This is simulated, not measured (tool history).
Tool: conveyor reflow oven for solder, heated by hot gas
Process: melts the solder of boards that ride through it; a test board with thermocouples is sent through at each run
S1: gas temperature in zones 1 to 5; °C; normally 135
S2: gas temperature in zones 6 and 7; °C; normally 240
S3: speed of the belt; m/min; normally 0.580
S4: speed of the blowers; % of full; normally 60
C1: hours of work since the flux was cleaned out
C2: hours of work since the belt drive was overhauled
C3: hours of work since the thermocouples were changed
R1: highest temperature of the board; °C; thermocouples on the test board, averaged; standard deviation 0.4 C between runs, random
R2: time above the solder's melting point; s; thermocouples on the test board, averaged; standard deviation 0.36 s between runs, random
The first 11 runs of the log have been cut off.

| run | hour | S1 | S2 | S3 | S4 | C1 | C2 | C3 | R1 | R2 |
|---|---|---|---|---|---|---|---|---|---|---|
| 12 | 122.2 | 135 | 240 | 0.580 | 68 | 256 | 470 | 780 | 214.8 | 58.1 |
| 13 | 132.1 | 135 | 240 | 0.580 | 60 | 263 | 477 | 787 | 211.7 | 54.1 |
| 14 | 142.0 | 135 | 240 | 0.580 | 60 | 270 | 484 | 794 | 211.2 | 54.3 |
| 15 | 149.3 | 135 | 240 | 0.580 | 60 | 275 | 489 | 799 | 211.4 | 54.6 |
| 16 | 160.9 | 131 | 240 | 0.548 | 60 | 284 | 498 | 808 | 212.5 | 58.1 |
| 17 | 168.1 | 135 | 255 | 0.465 | 60 | 289 | 503 | 813 | 232.0 | 89.2 |
| 18 | 176.7 | 135 | 255 | 0.465 | 60 | 295 | 509 | 819 | 232.7 | 88.7 |
| 19 | 184.6 | 135 | 255 | 0.465 | 60 | 301 | 515 | 825 | 232.3 | 89.4 |
| 20 | 191.9 | 135 | 255 | 0.465 | 60 | 306 | 520 | 830 | 233.1 | 89.5 |
|  | 197.3 | belt drive overhauled, speed set with a stopwatch |
| 21 | 202.6 | 135 | 245 | 0.580 | 60 | 311 | 4 | 835 | 215.5 | 58.8 |
| 22 | 212.0 | 135 | 240 | 0.610 | 60 | 318 | 11 | 842 | 209.1 | 48.8 |
| 23 | 222.6 | 135 | 231 | 0.580 | 74 | 326 | 18 | 849 | 209.1 | 53.5 |
|  | 233.8 | belt drive overhauled, speed set with a stopwatch, once more |
| 24 | 235.0 | 125 | 244 | 0.566 | 71 | 332 | 1 | 856 | 217.4 | 57.6 |
|  | 247.3 | flux residue cleaned out of gas plates and filters |
| 25 | 252.9 | 149 | 242 | 0.598 | 55 | 4 | 10 | 865 | 213.5 | 59.5 |
| 26 | 259.3 | 135 | 237 | 0.516 | 60 | 9 | 15 | 870 | 213.5 | 64.4 |
| 27 | 269.5 | 127 | 231 | 0.580 | 60 | 16 | 22 | 877 | 203.7 | 41.1 |
| 28 | 284.9 | 127 | 231 | 0.580 | 60 | 27 | 33 | 888 | 203.3 | 41.3 |
| 29 | 297.3 | 135 | 240 | 0.580 | 60 | 36 | 42 | 897 | 211.9 | 54.3 |
| 30 | 311.9 | 135 | 240 | 0.607 | 69 | 47 | 53 | 908 | 213.6 | 54.2 |

3 options for the next run, each taken on its own from the tool as it stands now. Forecast them:
| A | 324.7 | 135 | 244 | 0.580 | 80 | 56 | 62 | 917 | ? | ? |
| B | 324.7 | 135 | 240 | 0.607 | 73 | 56 | 62 | 917 | ? | ? |
| C | 324.7 | 139 | 240 | 0.602 | 60 | 56 | 62 | 917 | ? | ? |

| run | R1 | R2 |
|---|---|---|
| A | 222.3 | 65.1 |
| B | 214.9 | 56.3 |
| C | 212.4 | 53.3 |
Stripped of hidden state, with their random variation kept, the same runs would have yielded:
| run | R1 | R2 |
|---|---|---|
| A | 225.8 | 67.4 |
| B | 218.3 | 59.1 |
| C | 215.6 | 56.4 |
